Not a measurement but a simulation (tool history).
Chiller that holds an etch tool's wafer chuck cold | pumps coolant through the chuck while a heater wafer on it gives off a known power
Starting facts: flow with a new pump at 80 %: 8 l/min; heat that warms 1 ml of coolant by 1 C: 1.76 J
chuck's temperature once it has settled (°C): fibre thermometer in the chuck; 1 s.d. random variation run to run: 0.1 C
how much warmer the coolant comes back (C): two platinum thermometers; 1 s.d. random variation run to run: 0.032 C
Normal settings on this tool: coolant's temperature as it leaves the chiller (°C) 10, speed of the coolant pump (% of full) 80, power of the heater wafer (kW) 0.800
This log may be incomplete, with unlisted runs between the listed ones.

run    hour  coolant's temperature as it leaves the chiller (°C)  speed of the coolant pump (% of full)  power of the heater wafer (kW)  chuck's temperature once it has settled (°C)  how much warmer the coolant comes back (C)
  1     0.0                                                   10                                     80                           0.800                                          15.7                                        3.42
  2   120.7                                                   10                                     80                           0.800                                          15.7                                        3.41
  3   244.1                                                   10                                     80                           0.800                                          15.8                                        3.48
  4   382.9                                                   10                                     80                           0.800                                          15.7                                        3.55
  5   486.2                                                   10                                     80                           0.800                                          15.7                                        3.53
  6   607.4                                                   10                                     80                           0.800                                          15.8                                        3.50
  7   782.9                                                   10                                     80                           0.800                                          15.8                                        3.52
  8   904.0                                                   10                                     80                           0.800                                          15.6                                        3.55
  9  1024.0                                                   10                                     80                           0.800                                          15.8                                        3.57
 10  1195.4                                                   10                                     80                           1.067                                          17.7                                        4.74
 11  1357.3                                                    1                                     63                           1.067                                          10.2                                        6.19
 12  1527.0                                                   14                                     82                           0.800                                          19.5                                        3.47
 13  1721.8                                                   14                                     82                           0.800                                          19.6                                        3.55
 14  1856.6                                                   14                                     82                           0.800                                          19.7                                        3.55
 15  1977.5                                                   14                                     63                           0.760                                          20.5                                        4.50
 16  2088.9                                                   10                                     91                           0.800                                          15.3                                        3.18

Measured less the same run without the tool's hidden state. The same run-to-run variation is in both; the gauge's scatter may not be:
Hidden state at play: heat passed by the chuck's channels, % of clean ones'; flow at a given pump speed, % of a new pump's; coolant's true temperature over the reading, C; drift of the gauge itself on chuck_c, C; drift of the gauge itself on warmer_back_c, C.
run  how much warmer the coolant comes back (C)
  1                                       +0.00
  2                                       +0.02
  3                                       +0.04
  4                                       +0.05
  5                                       +0.06
  6                                       +0.09
  7                                       +0.10
  8                                       +0.12
  9                                       +0.14
 10                                       +0.16
 11                                       +0.18
 12                                       +0.20
 13                                       +0.23
 14                                       +0.25
 15                                       +0.27
 16                                       +0.28
chuck's temperature once it has settled (°C) without the hidden state stays within 0.1 of what was measured, in all runs.
